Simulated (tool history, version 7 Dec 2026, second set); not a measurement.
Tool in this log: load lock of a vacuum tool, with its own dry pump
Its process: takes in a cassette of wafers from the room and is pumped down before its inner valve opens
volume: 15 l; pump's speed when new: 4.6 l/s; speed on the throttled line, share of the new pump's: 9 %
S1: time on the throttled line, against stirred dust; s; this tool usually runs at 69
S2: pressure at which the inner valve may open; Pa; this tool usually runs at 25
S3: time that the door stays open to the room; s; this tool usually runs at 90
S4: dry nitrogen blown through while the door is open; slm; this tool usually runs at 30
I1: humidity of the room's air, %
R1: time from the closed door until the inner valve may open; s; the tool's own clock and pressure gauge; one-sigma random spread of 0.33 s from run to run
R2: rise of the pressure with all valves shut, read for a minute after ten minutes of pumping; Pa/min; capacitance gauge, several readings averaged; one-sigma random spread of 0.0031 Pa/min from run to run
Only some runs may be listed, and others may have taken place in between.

run	day	S1	S2	S3	S4	I1	R1	R2
1	0.000	69	25	90	30	45.8	91.8	0.100
2	8.204	69	25	90	30	43.1	92.1	0.101
3	13.462	83	25	90	30	42.0	103.6	0.106
4	22.929	69	25	90	30	46.6	92.2	0.112
5	31.858	69	25	90	30	44.9	92.2	0.105
6	39.725	69	25	90	30	42.9	92.0	0.102
7	48.925	69	25	90	30	46.7	92.0	0.109
8	56.562	69	25	90	30	44.4	91.7	0.104
9	61.533	69	25	90	30	47.8	92.9	0.114
10	69.558	69	25	87	30	45.0	92.1	0.104
11	79.462	69	25	66	5	42.9	92.4	0.127
12	83.842	87	25	227	39	43.3	108.6	0.168
13	89.021	102	25	76	8	46.8	122.0	0.141
14	97.504	69	25	63	30	47.0	92.4	0.105
15	107.375	129	20	222	13	45.9	147.6	0.231
16	114.950	38	28	46	13	45.1	64.5	0.104
17	120.429	50	48	46	15	44.9	73.0	0.105

Forecast run 18:
18	125.850	69	25	90	6	48.4	?	?

{"run 18": {"R1": 93.4, "R2": 0.155}}
Minus the tool's unlogged condition, the same run would have read R1 90.1 s, R2 0.105 Pa/min.
